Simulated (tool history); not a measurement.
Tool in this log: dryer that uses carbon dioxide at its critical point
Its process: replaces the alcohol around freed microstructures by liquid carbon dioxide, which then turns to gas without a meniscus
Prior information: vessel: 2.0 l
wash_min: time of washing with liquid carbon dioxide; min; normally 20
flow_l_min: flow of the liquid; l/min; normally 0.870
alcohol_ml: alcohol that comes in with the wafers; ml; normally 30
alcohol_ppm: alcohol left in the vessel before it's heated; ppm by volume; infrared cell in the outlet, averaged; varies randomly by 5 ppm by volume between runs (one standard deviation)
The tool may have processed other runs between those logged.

{"run": 1, "hour": 0.0, "wash_min": 20, "flow_l_min": 0.87, "alcohol_ml": 30, "alcohol_ppm": 86}
{"run": 2, "hour": 13.8, "wash_min": 20, "flow_l_min": 0.87, "alcohol_ml": 30, "alcohol_ppm": 83}
{"run": 3, "hour": 30.7, "wash_min": 20, "flow_l_min": 0.87, "alcohol_ml": 30, "alcohol_ppm": 81}
{"run": 4, "hour": 41.6, "wash_min": 20, "flow_l_min": 0.87, "alcohol_ml": 30, "alcohol_ppm": 88}
{"run": 5, "hour": 58.7, "wash_min": 20, "flow_l_min": 0.87, "alcohol_ml": 30, "alcohol_ppm": 85}
{"run": 6, "hour": 75.4, "wash_min": 20, "flow_l_min": 0.87, "alcohol_ml": 34, "alcohol_ppm": 96}
{"run": 7, "hour": 97.8, "wash_min": 20, "flow_l_min": 0.87, "alcohol_ml": 34, "alcohol_ppm": 87}
{"run": 8, "hour": 109.9, "wash_min": 20, "flow_l_min": 0.87, "alcohol_ml": 30, "alcohol_ppm": 94}
{"run": 9, "hour": 126.7, "wash_min": 20, "flow_l_min": 0.87, "alcohol_ml": 30, "alcohol_ppm": 104}
{"run": 10, "hour": 138.3, "wash_min": 20, "flow_l_min": 0.87, "alcohol_ml": 30, "alcohol_ppm": 106}
{"run": 11, "hour": 153.4, "wash_min": 20, "flow_l_min": 0.87, "alcohol_ml": 119, "alcohol_ppm": 190}
{"run": 12, "hour": 172.8, "wash_min": 20, "flow_l_min": 0.87, "alcohol_ml": 119, "alcohol_ppm": 202}
{"run": 13, "hour": 192.2, "wash_min": 12, "flow_l_min": 0.87, "alcohol_ml": 30, "alcohol_ppm": 425}
{"run": 14, "hour": 205.9, "wash_min": 12, "flow_l_min": 0.87, "alcohol_ml": 30, "alcohol_ppm": 455}
{"run": 15, "hour": 216.6, "wash_min": 12, "flow_l_min": 0.87, "alcohol_ml": 30, "alcohol_ppm": 451}
{"run": 16, "hour": 233.2, "wash_min": 20, "flow_l_min": 0.777, "alcohol_ml": 55, "alcohol_ppm": 219}
{"run": 17, "hour": 245.2, "wash_min": 17, "flow_l_min": 1.381, "alcohol_ml": 99, "alcohol_ppm": 111}
{"run": 18, "hour": 267.8, "wash_min": 20, "flow_l_min": 0.87, "alcohol_ml": 95, "alcohol_ppm": 201}
{"run": 19, "hour": 279.7, "wash_min": 22, "flow_l_min": 0.582, "alcohol_ml": 20, "alcohol_ppm": 233}

For run 20, what comes out?
{"run": 20, "hour": 301.3, "wash_min": 22, "flow_l_min": 0.582, "alcohol_ml": 20, "alcohol_ppm": "?"}

{"run 20": {"alcohol_ppm": 226}}
Take away the tool's hidden state, keep the run-to-run variation as it was, and the same run would have given alcohol_ppm 58 ppm by volume.

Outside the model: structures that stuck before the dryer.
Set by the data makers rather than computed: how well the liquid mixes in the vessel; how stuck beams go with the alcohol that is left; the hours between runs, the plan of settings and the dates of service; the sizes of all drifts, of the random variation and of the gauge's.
